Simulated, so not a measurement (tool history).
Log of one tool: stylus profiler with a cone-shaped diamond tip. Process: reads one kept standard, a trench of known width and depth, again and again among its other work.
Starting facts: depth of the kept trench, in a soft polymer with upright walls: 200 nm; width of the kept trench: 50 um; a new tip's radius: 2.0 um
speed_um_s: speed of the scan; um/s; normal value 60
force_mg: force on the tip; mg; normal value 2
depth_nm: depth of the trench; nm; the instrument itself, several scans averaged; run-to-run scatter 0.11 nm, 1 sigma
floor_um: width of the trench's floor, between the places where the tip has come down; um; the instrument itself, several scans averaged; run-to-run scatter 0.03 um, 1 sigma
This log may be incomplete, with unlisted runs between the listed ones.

run,hour,speed_um_s,force_mg,depth_nm,floor_um
1,0,60,2,200.05,47.77
2,45,60,2,200.22,47.74
3,106.4,60,2.26,200.33,47.74
4,142,60,2.26,200.25,47.77
5,214.5,60,2.26,200.36,47.76
6,252.8,133,2,200.17,47.5
7,306.2,133,2,200.25,47.48
8,363.9,60,2,199.97,47.76
9,405.1,60,4.26,200.96,47.75
10,453.9,60,4.26,200.88,47.81
11,510.3,60,4.26,201.03,47.74
12,575.1,60,2,199.96,47.69
13,647.6,60,1.93,199.74,47.67
14,715,60,1.93,200.18,47.67
15,766.1,60,1.93,199.68,47.65
16,802.1,65,2,199.81,47.64
17,863.9,90,2,199.6,47.54
18,901.2,60,2,199.69,47.65
19,971.2,60,2,199.93,47.65
20,1028.1,36,2,199.85,47.69
21,1071.7,58,5.61,201.12,47.71
22,1112.8,58,5.61,201.09,47.71
23,1180.5,82,1.87,199.7,47.61
# hour 1184.2: height scale calibrated on a step standard
24,1228.9,82,1.87,199.24,47.59
25,1258.3,81,1.71,199.26,47.55
# hour 1286.8: height scale calibrated on a step standard, once more
26,1298.8,81,1.71,201.38,47.64
27,1352.1,81,1.04,200.92,47.51
28,1424.6,62,1.04,200.75,47.51
29,1474.1,62,1.04,200.95,47.52
30,1540.6,60,2.95,201.72,47.61
31,1607.8,113,0.83,200.5,47.25
32,1668.7,29,0.83,200.48,47.65
33,1711.1,63,0.67,200.34,47.4
34,1776.6,63,0.67,200.38,47.42
35,1820.6,61,2,200.95,47.54

3 ways to go on from here, each from the tool as it stands after run 35. What would each give?
A,1863.6,61,4.11,?,?
B,1863.6,16,3.16,?,?
C,1863.6,148,0.77,?,?

run,depth_nm,floor_um
A,201.86,47.61
B,201.69,47.71
C,200.4,47.04
Without the tool's unlogged condition, the same runs would have read:
run,depth_nm,floor_um
A,202.12,48.13
B,201.94,48.23
C,200.66,47.55
